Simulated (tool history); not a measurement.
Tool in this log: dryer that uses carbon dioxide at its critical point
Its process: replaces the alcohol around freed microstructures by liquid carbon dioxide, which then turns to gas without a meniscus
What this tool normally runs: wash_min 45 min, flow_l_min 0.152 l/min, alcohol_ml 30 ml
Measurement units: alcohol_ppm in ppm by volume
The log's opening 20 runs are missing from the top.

run	hour	wash_min	flow_l_min	alcohol_ml	alcohol_ppm
21	224.0	45	0.095	53	3703
22	235.5	45	0.099	52	3239
23	246.1	45	0.099	52	3239
24	255.4	45	0.099	52	3347
# hour 262.7: inlet filter changed
25	262.7	45	0.099	52	2265
26	270.6	42	0.182	24	216
27	285.3	42	0.182	24	222
28	297.2	42	0.182	24	227
29	304.8	44	0.213	25	164

What will run 30 give?
30	315.2	57	0.213	25	?

Run 30 produced alcohol_ppm 137 ppm by volume.
Minus the tool's unlogged condition, the same run would have read alcohol_ppm 3 ppm by volume.
